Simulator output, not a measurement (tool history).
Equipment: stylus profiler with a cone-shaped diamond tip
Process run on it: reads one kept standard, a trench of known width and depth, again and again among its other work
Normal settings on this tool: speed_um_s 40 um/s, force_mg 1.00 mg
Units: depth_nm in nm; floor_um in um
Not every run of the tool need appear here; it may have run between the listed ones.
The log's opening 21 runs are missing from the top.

| run | hour | speed_um_s | force_mg | depth_nm | floor_um |
|---|---|---|---|---|---|
| 22 | 541.2 | 66 | 1.02 | 504.88 | 46.19 |
| 23 | 559.1 | 66 | 1.02 | 504.90 | 46.19 |
| 24 | 580.4 | 22 | 2.69 | 508.14 | 46.57 |
| 25 | 599.2 | 35 | 0.99 | 504.72 | 46.43 |
| 26 | 617.4 | 110 | 0.78 | 504.45 | 45.77 |
| 27 | 648.7 | 96 | 0.57 | 503.84 | 45.67 |
| 28 | 677.7 | 40 | 0.93 | 504.74 | 46.35 |
| 29 | 697.5 | 95 | 0.49 | 503.66 | 45.60 |
| 30 | 724.4 | 45 | 0.95 | 504.86 | 46.27 |
| 31 | 747.1 | 10 | 2.11 | 507.29 | 46.66 |
| 32 | 763.2 | 10 | 2.11 | 507.47 | 46.62 |

Each row is a separate what-if for the run after 32, all from the same tool condition, not one after another. Results?
| A | 779.5 | 61 | 0.55 | ? | ? |
| B | 779.5 | 40 | 0.50 | ? | ? |
| C | 779.5 | 36 | 1.57 | ? | ? |
| D | 779.5 | 10 | 1.25 | ? | ? |
| E | 779.5 | 19 | 2.11 | ? | ? |

| run | depth_nm | floor_um |
|---|---|---|
| A | 503.96 | 46.02 |
| B | 503.78 | 46.20 |
| C | 506.16 | 46.42 |
| D | 505.80 | 46.60 |
| E | 507.28 | 46.51 |
Take away the tool's hidden state, keep each run's random variation, and the runs would have read:
| run | depth_nm | floor_um |
|---|---|---|
| A | 502.30 | 46.38 |
| B | 502.12 | 46.56 |
| C | 504.49 | 46.78 |
| D | 504.13 | 46.96 |
| E | 505.61 | 46.87 |
